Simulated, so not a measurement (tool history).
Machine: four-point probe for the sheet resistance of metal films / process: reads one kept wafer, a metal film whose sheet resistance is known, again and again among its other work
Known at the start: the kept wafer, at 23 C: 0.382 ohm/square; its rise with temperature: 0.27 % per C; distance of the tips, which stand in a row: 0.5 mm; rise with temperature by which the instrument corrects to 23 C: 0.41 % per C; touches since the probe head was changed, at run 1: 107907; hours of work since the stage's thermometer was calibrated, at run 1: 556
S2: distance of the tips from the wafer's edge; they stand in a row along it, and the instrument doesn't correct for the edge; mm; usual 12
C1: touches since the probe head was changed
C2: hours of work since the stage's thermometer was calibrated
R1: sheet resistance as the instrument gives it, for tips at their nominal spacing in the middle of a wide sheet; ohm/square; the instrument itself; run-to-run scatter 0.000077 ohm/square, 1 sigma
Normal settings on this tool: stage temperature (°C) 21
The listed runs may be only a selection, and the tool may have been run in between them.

Run 1, hour 0: usual settings; C1 107907; C2 556. Result: R1 0.383323 ohm/square.
Run 2, hour 55.3: usual settings; C1 110266; C2 597. Result: R1 0.383461 ohm/square.
Run 3, hour 140.3: usual settings; C1 113890; C2 660. Result: R1 0.38339 ohm/square.
Run 4, hour 212: usual settings but S2 11 mm; C1 116946; C2 714. Result: R1 0.383487 ohm/square.
Run 5, hour 300.1: usual settings but S2 11 mm; C1 120703; C2 779. Result: R1 0.383565 ohm/square.
Run 6, hour 346.5: usual settings but S2 11 mm; C1 122679; C2 813. Result: R1 0.383411 ohm/square.
Run 7, hour 403.8: usual settings but S2 11 mm; C1 125124; C2 856. Result: R1 0.383501 ohm/square.
Run 8, hour 451.9: usual settings but S2 11 mm; C1 127173; C2 891. Result: R1 0.383513 ohm/square.
At hour 497.6: new probe head fitted.
Run 9, hour 522.8: usual settings but S2 11 mm; C1 1073; C2 943. Result: R1 0.383439 ohm/square.
Run 10, hour 597.4: usual settings but S2 11 mm; C1 4254; C2 999. Result: R1 0.383534 ohm/square.
Run 11, hour 684.4: usual settings but S2 11 mm; C1 7963; C2 1063. Result: R1 0.383488 ohm/square.
Run 12, hour 767.1: usual settings but stage temperature (°C) 28; C1 11488; C2 1124. Result: R1 0.379715 ohm/square.
Run 13, hour 812.8: usual settings but stage temperature (°C) 28; C1 13439; C2 1158. Result: R1 0.379747 ohm/square.
Run 14, hour 895.5: usual settings but stage temperature (°C) 28; C1 16964; C2 1220. Result: R1 0.379828 ohm/square.
Run 15, hour 963.2: usual settings but stage temperature (°C) 28; C1 19847; C2 1270. Result: R1 0.379853 ohm/square.
Run 16, hour 1007.1: usual settings but stage temperature (°C) 33, S2 3 mm; C1 21722; C2 1302. Result: R1 0.38259 ohm/square.
Run 17, hour 1055.8: usual settings but stage temperature (°C) 33, S2 3 mm; C1 23798; C2 1338. Result: R1 0.382544 ohm/square.

For run 18, what comes out?
Run 18, hour 1094.5: usual settings but stage temperature (°C) 33, S2 3 mm; C1 25446; C2 1367. Result: R1 ?.

Run 18 produced R1 0.382365 ohm/square.
If the tool had no hidden condition, the same run with the same run-to-run variation would have returned R1 0.382359 ohm/square.
